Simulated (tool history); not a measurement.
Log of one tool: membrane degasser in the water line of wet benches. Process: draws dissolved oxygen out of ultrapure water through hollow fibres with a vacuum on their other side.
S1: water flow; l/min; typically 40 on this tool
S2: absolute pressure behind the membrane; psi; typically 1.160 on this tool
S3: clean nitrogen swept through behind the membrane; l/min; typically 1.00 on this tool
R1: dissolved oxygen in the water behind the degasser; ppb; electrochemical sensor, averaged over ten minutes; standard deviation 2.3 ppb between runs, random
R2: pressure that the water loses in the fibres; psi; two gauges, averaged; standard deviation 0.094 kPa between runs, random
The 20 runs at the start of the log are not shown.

run     day  S1     S2    S3     R1     R2
 21  59.317  55  1.875  1.16  833.9  5.464
 22  63.125  55  1.875  1.16  828.3  5.488
 23  65.162  34  1.478  2.84  193.2  3.403
 24  68.900  53  1.160  0.97  484.8  5.327
 25  70.833  42  1.262  0.69  586.0  4.194
 26  74.733  42  1.262  0.69  582.6  4.205
 27  78.300  41  1.214  0.69  538.4  4.105
 28  81.821  56  0.802  1.66  176.9  5.633
 29  85.188  41  1.160  2.67  166.2  4.110
 30  87.525  40  1.160  1.38  291.3  4.022
 31  90.683  40  0.754  1.49  117.6  4.042

Here are 5 independent what-if runs from the current tool condition. What would each one return?
  A  93.679  40  1.001  1.49   ?   ?
  B  93.679  40  1.160  1.08   ?   ?
  C  93.679  60  1.198  2.51   ?   ?
  D  93.679  40  1.096  1.00   ?   ?
  E  93.679  53  1.791  1.49   ?   ?

run     R1     R2
  A  212.5  4.064
  B  351.1  4.048
  C  277.2  6.076
  D  338.6  4.031
  E  636.1  5.353
With no hidden state in the tool, these same runs would have given:
run     R1     R2
  A  212.4  3.987
  B  351.0  3.971
  C  277.0  5.961
  D  338.5  3.954
  E  635.9  5.252
